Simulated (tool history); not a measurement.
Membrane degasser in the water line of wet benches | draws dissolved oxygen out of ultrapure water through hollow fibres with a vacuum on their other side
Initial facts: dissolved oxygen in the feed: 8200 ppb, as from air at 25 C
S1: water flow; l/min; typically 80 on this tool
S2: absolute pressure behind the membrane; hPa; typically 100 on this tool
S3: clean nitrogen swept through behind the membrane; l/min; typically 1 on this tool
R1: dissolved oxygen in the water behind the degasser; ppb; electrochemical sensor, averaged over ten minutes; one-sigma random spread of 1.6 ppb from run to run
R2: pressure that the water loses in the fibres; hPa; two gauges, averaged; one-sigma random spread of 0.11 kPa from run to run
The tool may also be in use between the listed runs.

{"run": 1, "day": 0.0, "S1": 80, "S2": 100, "S3": 1, "R1": 886.1, "R2": 279.3}
{"run": 2, "day": 1.525, "S1": 80, "S2": 100, "S3": 1, "R1": 887.5, "R2": 276.8}
{"run": 3, "day": 3.488, "S1": 55, "S2": 100, "S3": 1, "R1": 675.8, "R2": 190.3}
{"run": 4, "day": 4.958, "S1": 55, "S2": 100, "S3": 1, "R1": 674.4, "R2": 191.7}
{"run": 5, "day": 5.975, "S1": 80, "S2": 100, "S3": 1, "R1": 887.9, "R2": 276.9}
{"run": 6, "day": 7.608, "S1": 52, "S2": 100, "S3": 1, "R1": 645.9, "R2": 181.2}
{"run": 7, "day": 9.496, "S1": 52, "S2": 100, "S3": 1, "R1": 644.5, "R2": 181.3}
{"run": 8, "day": 10.988, "S1": 52, "S2": 100, "S3": 1, "R1": 644.8, "R2": 181.5}
{"run": 9, "day": 12.888, "S1": 52, "S2": 100, "S3": 1, "R1": 646.4, "R2": 182.2}
{"run": 10, "day": 14.55, "S1": 52, "S2": 100, "S3": 1, "R1": 646.7, "R2": 181.2}
{"run": 11, "day": 15.35, "S1": 52, "S2": 100, "S3": 1, "R1": 648.2, "R2": 180.9}
{"run": 12, "day": 16.883, "S1": 80, "S2": 100, "S3": 2.58, "R1": 474.3, "R2": 277.4}
{"run": 13, "day": 18.846, "S1": 80, "S2": 100, "S3": 1.01, "R1": 883.6, "R2": 278.3}
{"run": 14, "day": 20.375, "S1": 97, "S2": 72, "S3": 1.77, "R1": 468.6, "R2": 337.2}
{"run": 15, "day": 22.262, "S1": 71, "S2": 198, "S3": 0.53, "R1": 2485.8, "R2": 248.1}
{"run": 16, "day": 23.192, "S1": 71, "S2": 198, "S3": 0.53, "R1": 2475.1, "R2": 245.3}
{"run": 17, "day": 25.133, "S1": 93, "S2": 198, "S3": 1.92, "R1": 1397.1, "R2": 325.3}
{"run": 18, "day": 26.85, "S1": 93, "S2": 198, "S3": 1.92, "R1": 1401.6, "R2": 322.7}
{"run": 19, "day": 27.962, "S1": 50, "S2": 85, "S3": 1.08, "R1": 472, "R2": 174.2}
{"run": 20, "day": 29.504, "S1": 87, "S2": 237, "S3": 2.02, "R1": 1529.2, "R2": 303.4}
{"run": 21, "day": 30.496, "S1": 80, "S2": 221, "S3": 1, "R1": 2095.3, "R2": 277.1}
{"run": 22, "day": 31.388, "S1": 51, "S2": 168, "S3": 0.5, "R1": 1822, "R2": 176.5}
{"run": 23, "day": 33.15, "S1": 51, "S2": 183, "S3": 0.5, "R1": 1984.7, "R2": 175.4}
{"run": 24, "day": 34.242, "S1": 51, "S2": 183, "S3": 0.5, "R1": 1977.6, "R2": 179.4}
{"run": 25, "day": 35.729, "S1": 80, "S2": 92, "S3": 1, "R1": 797.3, "R2": 277.8}
{"run": 26, "day": 37.596, "S1": 80, "S2": 118, "S3": 1.11, "R1": 1022.2, "R2": 278}

3 ways to go on from here, each from the tool as it stands after run 26. What would each give?
{"run": "A", "day": 38.638, "S1": 114, "S2": 60, "S3": 1, "R1": "?", "R2": "?"}
{"run": "B", "day": 38.638, "S1": 72, "S2": 100, "S3": 1, "R1": "?", "R2": "?"}
{"run": "C", "day": 38.638, "S1": 80, "S2": 123, "S3": 1, "R1": "?", "R2": "?"}

run=A R1=552.1 R2=395.6
run=B R1=823.3 R2=250.9
run=C R1=1142.7 R2=278.5
With the hidden condition removed and each run's random variation left untouched, the same runs would have given:
run=A R1=551.9 R2=395.5
run=B R1=823.2 R2=250.8
run=C R1=1142.6 R2=278.5

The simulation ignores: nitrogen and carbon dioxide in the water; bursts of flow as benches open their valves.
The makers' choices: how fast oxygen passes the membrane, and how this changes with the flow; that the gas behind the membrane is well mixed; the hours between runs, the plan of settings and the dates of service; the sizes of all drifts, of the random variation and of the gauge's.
